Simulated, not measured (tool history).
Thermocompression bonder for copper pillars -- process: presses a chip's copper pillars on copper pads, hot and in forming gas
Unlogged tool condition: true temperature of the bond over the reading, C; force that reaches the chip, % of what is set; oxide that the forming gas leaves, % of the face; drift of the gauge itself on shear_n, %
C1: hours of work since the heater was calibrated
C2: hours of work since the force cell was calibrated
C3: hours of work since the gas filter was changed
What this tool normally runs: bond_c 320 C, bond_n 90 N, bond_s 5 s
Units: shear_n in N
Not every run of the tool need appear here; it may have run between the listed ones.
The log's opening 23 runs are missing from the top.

Run 24, hour 164.0: usual settings but bond_c 344 C, bond_n 92 N, bond_s 3 s; C1 8; C2 91; C3 98. Result: shear_n 75.8 N.
Run 25, hour 171.4: usual settings but bond_c 344 C, bond_n 92 N, bond_s 3 s; C1 11; C2 95; C3 101. Result: shear_n 75.3 N.
Run 26, hour 180.0: usual settings but bond_c 324 C, bond_n 92 N, bond_s 15 s; C1 15; C2 99; C3 105. Result: shear_n 98.7 N.
Run 27, hour 184.4: usual settings but bond_c 328 C, bond_n 128 N; C1 17; C2 101; C3 107. Result: shear_n 88.9 N.
Run 28, hour 194.2: usual settings but bond_c 346 C, bond_n 128 N, bond_s 14 s; C1 21; C2 105; C3 112. Result: shear_n 110.0 N.
Run 29, hour 201.4: usual settings but bond_c 346 C, bond_n 128 N, bond_s 6 s; C1 25; C2 109; C3 115. Result: shear_n 99.0 N.
Run 30, hour 206.8: usual settings but bond_n 85 N, bond_s 3 s; C1 27; C2 111; C3 118. Result: shear_n 60.8 N.
Run 31, hour 216.2: usual settings but bond_n 85 N, bond_s 3 s; C1 32; C2 116; C3 122. Result: shear_n 59.0 N.
Run 32, hour 224.0: usual settings but bond_n 85 N, bond_s 3 s; C1 35; C2 119; C3 126. Result: shear_n 61.1 N.
Run 33, hour 230.1: usual settings but bond_n 85 N, bond_s 3 s; C1 38; C2 122; C3 128. Result: shear_n 60.0 N.
Run 34, hour 234.5: usual settings but bond_n 89 N, bond_s 3 s; C1 40; C2 124; C3 131. Result: shear_n 61.7 N.
Run 35, hour 239.7: usual settings but bond_c 300 C, bond_n 93 N, bond_s 10 s; C1 43; C2 126; C3 133. Result: shear_n 79.0 N.
Run 36, hour 248.2: usual settings but bond_c 300 C, bond_n 93 N, bond_s 10 s; C1 46; C2 130; C3 137. Result: shear_n 78.2 N.
Run 37, hour 256.5: usual settings but bond_c 325 C, bond_n 121 N, bond_s 6 s; C1 50; C2 134; C3 141. Result: shear_n 88.8 N.
Run 38, hour 266.5: usual settings but bond_c 316 C, bond_n 100 N, bond_s 10 s; C1 55; C2 139; C3 145. Result: shear_n 87.9 N.
Run 39, hour 271.1: usual settings but bond_c 316 C, bond_n 100 N, bond_s 10 s; C1 57; C2 141; C3 147. Result: shear_n 87.1 N.
Run 40, hour 275.3: usual settings but bond_c 316 C, bond_n 100 N, bond_s 10 s; C1 59; C2 143; C3 149. Result: shear_n 87.2 N.
At hour 279.0: forming gas filter changed.
Run 41, hour 284.7: usual settings but bond_c 316 C, bond_n 100 N, bond_s 10 s; C1 63; C2 147; C3 3. Result: shear_n 94.6 N.

What if the next run were any one of these 3? Each begins from the tool's condition after run 41:
Run A, hour 294.0: usual settings but bond_c 304 C, bond_n 100 N, bond_s 10 s; C1 67; C2 151; C3 7. Result: shear_n ?.
Run B, hour 294.0: usual settings but bond_c 312 C, bond_n 55 N, bond_s 6 s; C1 67; C2 151; C3 7. Result: shear_n ?.
Run C, hour 294.0: usual settings but bond_c 298 C, bond_n 57 N, bond_s 10 s; C1 67; C2 151; C3 7. Result: shear_n ?.

run  shear_n
  A     88.2
  B     60.7
  C     65.4
With the hidden condition removed and each run's random variation left untouched, the same runs would have given:
run  shear_n
  A     89.2
  B     61.6
  C     66.3

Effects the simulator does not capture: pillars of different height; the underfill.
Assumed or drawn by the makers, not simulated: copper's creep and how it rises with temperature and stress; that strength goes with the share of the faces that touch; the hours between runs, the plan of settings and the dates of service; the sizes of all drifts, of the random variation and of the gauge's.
